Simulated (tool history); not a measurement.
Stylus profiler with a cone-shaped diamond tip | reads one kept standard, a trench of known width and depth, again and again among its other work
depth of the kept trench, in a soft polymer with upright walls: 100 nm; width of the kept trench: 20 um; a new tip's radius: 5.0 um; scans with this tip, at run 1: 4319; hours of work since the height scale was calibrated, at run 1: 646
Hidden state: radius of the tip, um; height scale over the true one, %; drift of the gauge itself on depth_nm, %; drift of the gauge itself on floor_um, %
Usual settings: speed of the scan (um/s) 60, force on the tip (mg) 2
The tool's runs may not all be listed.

run	day	speed of the scan (um/s)	force on the tip (mg)	scans with this tip	hours of work since the height scale was calibrated	depth of the trench (Å)	width of the trench's floor (µm)
1	0	60	2	4319	646	1002.9	17.59
2	4.158	60	2	4832	723	1002.4	17.52
3	7.867	60	2	5289	792	1003	17.49
4	11.833	114	2	5778	865	1001.2	17.27
5	16.008	60	2	6293	942	1002.5	17.54
# day 18.592: height scale calibrated on a step standard
6	19.308	60	2	6697	13	1004.8	17.46
7	24.867	60	2	7383	116	1004.1	17.47
8	27.892	60	2	7755	172	1004.4	17.4
9	32.679	60	2	8346	260	1003.3	17.41
10	35.229	60	0.73	8661	307	1000.8	17.28
11	40.692	26	2	9334	408	1001.8	17.57
12	45.979	60	2	9986	505	1002	17.36
13	51.571	60	2	10675	609	1003.1	17.37
14	54.408	60	2	11025	661	1002.2	17.35
15	59.883	60	2	11700	762	1002.1	17.31
16	65.525	60	2	12396	866	1002.1	17.28
17	69.188	60	2	12848	934	1002.2	17.24
# day 72.271: height scale calibrated on a step standard
18	72.604	60	0.84	13266	6	1002.4	17.13
19	74.946	60	2	13555	49	1004.8	17.27
20	78.092	60	0.89	13943	107	1001.4	17.14
21	81.388	134	1.04	14349	168	1002.3	16.61
22	85.396	134	1.04	14843	242	1002.6	16.62
23	89.662	134	1.04	15370	321	1002.7	16.56
24	94.608	134	1.04	15979	412	1001.8	16.54
25	99.417	134	1.04	16572	501	1001.1	16.54
26	102.517	60	4.4	16955	558	1005.8	17.25
27	105.888	50	5.15	17370	620	1006.5	17.28
28	110.929	33	0.89	17992	714	1000	17.13
29	116.412	49	0.98	18668	815	999.7	17.02
30	119.996	49	0.98	19110	881	1000.1	17.05
31	123.262	181	2	19512	941	1002.6	16.51
# day 125.788: height scale calibrated on a step standard
32	126.792	42	0.72	19945	19	1002.6	16.97
33	132.417	42	0.72	20639	122	1001.5	16.98
34	136.379	25	5.41	21127	195	1007.9	17.22
35	138.742	126	2.42	21418	239	1004.7	16.74
36	142.771	43	1.61	21915	313	1002.9	17.02
37	146.525	22	5.09	22378	383	1006.9	17.19

The same runs without the tool's hidden state, with the same run-to-run variation:
run	depth of the trench (Å)	width of the trench's floor (µm)
1	1004.8	17.73
2	1004.6	17.68
3	1005.4	17.67
4	1003.9	17.47
5	1005.4	17.76
6	1005	17.69
7	1004.6	17.73
8	1005.1	17.68
9	1004.3	17.7
10	1001.9	17.59
11	1003.2	17.91
12	1003.8	17.72
13	1005.2	17.75
14	1004.4	17.74
15	1004.6	17.73
16	1005	17.72
17	1005.3	17.7
18	1002.5	17.6
19	1005	17.75
20	1001.8	17.64
21	1002.9	17.11
22	1003.5	17.14
23	1003.8	17.1
24	1003.2	17.1
25	1002.7	17.12
26	1007.7	17.85
27	1008.5	17.89
28	1002.2	17.76
29	1002.3	17.67
30	1002.9	17.71
31	1005.7	17.18
32	1002.6	17.66
33	1001.9	17.69
34	1008.5	17.94
35	1005.4	17.47
36	1003.8	17.77
37	1008.1	17.95

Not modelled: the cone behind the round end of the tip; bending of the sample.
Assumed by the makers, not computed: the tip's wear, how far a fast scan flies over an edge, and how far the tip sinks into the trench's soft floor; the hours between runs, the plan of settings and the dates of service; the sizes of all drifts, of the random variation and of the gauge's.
